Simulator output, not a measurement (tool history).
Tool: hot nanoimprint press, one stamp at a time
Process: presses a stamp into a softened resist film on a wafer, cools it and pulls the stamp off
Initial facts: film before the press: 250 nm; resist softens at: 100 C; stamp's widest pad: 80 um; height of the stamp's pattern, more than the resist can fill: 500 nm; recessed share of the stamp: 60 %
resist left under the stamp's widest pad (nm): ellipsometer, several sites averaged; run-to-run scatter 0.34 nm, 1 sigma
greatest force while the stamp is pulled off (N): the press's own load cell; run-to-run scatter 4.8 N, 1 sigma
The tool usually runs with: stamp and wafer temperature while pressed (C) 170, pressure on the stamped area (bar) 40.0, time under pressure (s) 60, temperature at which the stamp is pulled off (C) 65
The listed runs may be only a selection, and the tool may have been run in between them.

| run | hour | stamp and wafer temperature while pressed (C) | pressure on the stamped area (bar) | time under pressure (s) | temperature at which the stamp is pulled off (C) | resist left under the stamp's widest pad (nm) | greatest force while the stamp is pulled off (N) |
|---|---|---|---|---|---|---|---|
| 1 | 0.0 | 170 | 40.0 | 60 | 65 | 120.9 | 270 |
| 2 | 12.0 | 170 | 40.0 | 60 | 65 | 120.2 | 262 |
| 3 | 19.0 | 170 | 40.0 | 60 | 65 | 120.1 | 265 |
| 4 | 24.2 | 170 | 40.0 | 60 | 65 | 120.2 | 270 |
| 5 | 31.2 | 166 | 40.0 | 60 | 65 | 140.4 | 272 |
| 6 | 42.2 | 164 | 40.0 | 60 | 65 | 151.7 | 268 |
| 7 | 54.0 | 164 | 40.0 | 60 | 65 | 151.7 | 283 |
| 8 | 60.1 | 164 | 40.0 | 60 | 65 | 152.2 | 269 |
| 9 | 67.9 | 164 | 62.9 | 60 | 65 | 128.5 | 280 |
| 10 | 72.9 | 164 | 62.9 | 60 | 65 | 128.1 | 274 |
| 11 | 83.9 | 170 | 40.0 | 60 | 65 | 119.8 | 276 |
| 12 | 94.0 | 169 | 40.0 | 60 | 65 | 124.5 | 281 |
| 13 | 104.6 | 169 | 40.0 | 60 | 65 | 124.3 | 292 |
| 14 | 113.3 | 169 | 40.0 | 60 | 65 | 124.6 | 287 |
| 15 | 120.7 | 170 | 47.0 | 60 | 65 | 111.9 | 292 |
| 16 | 129.7 | 172 | 40.0 | 106 | 55 | 87.5 | 309 |
| 17 | 140.1 | 172 | 40.0 | 106 | 55 | 87.3 | 309 |
| 18 | 149.8 | 170 | 49.5 | 60 | 65 | 109.7 | 292 |
| 19 | 156.6 | 170 | 49.5 | 60 | 65 | 109.2 | 281 |
| 20 | 165.4 | 168 | 35.9 | 37 | 55 | 157.5 | 324 |
| 21 | 170.9 | 177 | 24.5 | 37 | 55 | 133.3 | 332 |
| 22 | 181.7 | 167 | 24.5 | 89 | 55 | 142.0 | 319 |
| 23 | 186.8 | 180 | 34.0 | 43 | 61 | 99.2 | 309 |
| 24 | 199.0 | 170 | 40.0 | 35 | 65 | 143.2 | 293 |
| 25 | 205.1 | 170 | 59.6 | 76 | 61 | 91.5 | 307 |
| 26 | 215.1 | 170 | 40.0 | 53 | 55 | 124.2 | 335 |
| 27 | 223.9 | 170 | 28.9 | 53 | 52 | 141.5 | 343 |
|  | 235.2 | plate thermocouple calibrated |
| 28 | 237.2 | 172 | 26.4 | 62 | 65 | 135.9 | 312 |
| 29 | 246.2 | 170 | 32.1 | 60 | 65 | 137.0 | 303 |

Each row is a separate what-if for the run after 29, all from the same tool condition, not one after another. Results?
| A | 257.6 | 170 | 32.1 | 108 | 63 | ? | ? |
| B | 257.6 | 170 | 53.9 | 60 | 65 | ? | ? |
| C | 257.6 | 170 | 32.1 | 60 | 65 | ? | ? |
| D | 257.6 | 162 | 40.0 | 49 | 65 | ? | ? |
| E | 257.6 | 159 | 40.0 | 60 | 65 | ? | ? |

| run | resist left under the stamp's widest pad (nm) | greatest force while the stamp is pulled off (N) |
|---|---|---|
| A | 110.0 | 308 |
| B | 111.1 | 313 |
| C | 136.1 | 302 |
| D | 178.2 | 314 |
| E | 185.6 | 317 |
Without the tool's unlogged condition, the same runs would have read:
| run | resist left under the stamp's widest pad (nm) | greatest force while the stamp is pulled off (N) |
|---|---|---|
| A | 109.6 | 236 |
| B | 110.2 | 241 |
| C | 135.7 | 231 |
| D | 177.7 | 241 |
| E | 185.1 | 243 |

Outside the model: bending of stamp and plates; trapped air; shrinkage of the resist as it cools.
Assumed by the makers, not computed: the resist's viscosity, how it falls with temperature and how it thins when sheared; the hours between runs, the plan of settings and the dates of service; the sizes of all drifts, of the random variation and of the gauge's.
